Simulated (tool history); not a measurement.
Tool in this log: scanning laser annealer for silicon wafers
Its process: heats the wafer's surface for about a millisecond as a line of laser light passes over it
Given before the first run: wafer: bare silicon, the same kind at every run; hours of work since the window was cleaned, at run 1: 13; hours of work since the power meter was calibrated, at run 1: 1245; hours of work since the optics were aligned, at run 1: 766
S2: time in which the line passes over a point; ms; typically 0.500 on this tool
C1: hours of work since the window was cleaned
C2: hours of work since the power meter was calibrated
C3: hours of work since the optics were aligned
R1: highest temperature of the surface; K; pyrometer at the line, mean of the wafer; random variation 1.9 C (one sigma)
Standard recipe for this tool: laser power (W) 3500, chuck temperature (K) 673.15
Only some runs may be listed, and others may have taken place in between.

Run 1, hour 0.0: usual settings; C1 13; C2 1245; C3 766. Result: R1 1398.15 K.
Run 2, hour 43.8: usual settings; C1 35; C2 1267; C3 788. Result: R1 1400.15 K.
Run 3, hour 100.9: usual settings; C1 64; C2 1297; C3 817. Result: R1 1396.15 K.
Run 4, hour 139.0: usual settings; C1 84; C2 1316; C3 837. Result: R1 1399.15 K.
Run 5, hour 189.5: usual settings; C1 110; C2 1342; C3 863. Result: R1 1400.15 K.
Run 6, hour 216.3: usual settings but laser power (W) 3372; C1 124; C2 1356; C3 877. Result: R1 1367.15 K.
Run 7, hour 253.0: usual settings but laser power (W) 3372; C1 143; C2 1375; C3 896. Result: R1 1366.15 K.
Run 8, hour 285.6: usual settings but laser power (W) 3372; C1 159; C2 1392; C3 912. Result: R1 1365.15 K.
Run 9, hour 338.1: usual settings but laser power (W) 3372; C1 186; C2 1419; C3 939. Result: R1 1369.15 K.
Run 10, hour 397.0: usual settings; C1 216; C2 1449; C3 969. Result: R1 1397.15 K.
Run 11, hour 453.3: usual settings; C1 245; C2 1478; C3 998. Result: R1 1402.15 K.
Run 12, hour 483.0: usual settings; C1 261; C2 1493; C3 1014. Result: R1 1399.15 K.
Run 13, hour 507.8: usual settings; C1 273; C2 1506; C3 1026. Result: R1 1397.15 K.
Run 14, hour 535.0: usual settings but S2 0.503 ms; C1 287; C2 1520; C3 1040. Result: R1 1400.15 K.
Run 15, hour 561.6: usual settings but S2 0.503 ms; C1 301; C2 1533; C3 1054. Result: R1 1400.15 K.
Run 16, hour 594.5: usual settings but S2 0.503 ms; C1 318; C2 1550; C3 1071. Result: R1 1400.15 K.
Run 17, hour 643.1: usual settings but S2 0.503 ms; C1 343; C2 1575; C3 1096. Result: R1 1401.15 K.
Run 18, hour 670.7: usual settings but S2 0.503 ms; C1 357; C2 1589; C3 1110. Result: R1 1402.15 K.
Run 19, hour 699.9: usual settings but laser power (W) 3194, S2 0.375 ms, chuck temperature (K) 687.15; C1 372; C2 1604; C3 1125. Result: R1 1240.15 K.
Run 20, hour 743.7: usual settings but laser power (W) 3130, chuck temperature (K) 651.15; C1 395; C2 1627; C3 1148. Result: R1 1285.15 K.
Run 21, hour 779.5: usual settings but laser power (W) 3130, chuck temperature (K) 651.15; C1 413; C2 1645; C3 1166. Result: R1 1285.15 K.
Run 22, hour 814.1: usual settings but laser power (W) 3130, chuck temperature (K) 651.15; C1 431; C2 1663; C3 1184. Result: R1 1284.15 K.
Run 23, hour 852.1: usual settings but laser power (W) 3675, S2 0.488 ms, chuck temperature (K) 709.15; C1 450; C2 1683; C3 1203. Result: R1 1468.15 K.
Run 24, hour 882.4: usual settings but laser power (W) 3675, S2 0.488 ms, chuck temperature (K) 644.15; C1 466; C2 1698; C3 1219. Result: R1 1407.15 K.
Run 25, hour 943.2: usual settings but laser power (W) 3675, S2 0.488 ms, chuck temperature (K) 644.15; C1 497; C2 1729; C3 1250. Result: R1 1402.15 K.
Run 26, hour 978.3: usual settings but laser power (W) 3617; C1 515; C2 1747; C3 1268. Result: R1 1424.15 K.
At hour 1002.0: window over the wafer cleaned.
Run 27, hour 1029.0: usual settings but laser power (W) 3617; C1 14; C2 1772; C3 1293. Result: R1 1432.15 K.

Consider 4 possible next runs. They are alternatives, not a sequence: every one starts from the tool as it was left by run 27. What does each give?
Run A, hour 1078.9: usual settings but laser power (W) 3617, chuck temperature (K) 674.15; C1 40; C2 1798; C3 1319. Result: R1 ?.
Run B, hour 1078.9: usual settings but laser power (W) 3617, S2 0.352 ms, chuck temperature (K) 643.15; C1 40; C2 1798; C3 1319. Result: R1 ?.
Run C, hour 1078.9: usual settings but laser power (W) 3467; C1 40; C2 1798; C3 1319. Result: R1 ?.
Run D, hour 1078.9: usual settings but S2 0.562 ms, chuck temperature (K) 705.15; C1 40; C2 1798; C3 1319. Result: R1 ?.

run       R1
  A  1428.15
  B  1270.15
  C  1390.15
  D  1478.15
The same runs, with their run-to-run variation unchanged, on a tool lacking any hidden condition would have given:
run       R1
  A  1428.15
  B  1270.15
  C  1390.15
  D  1478.15
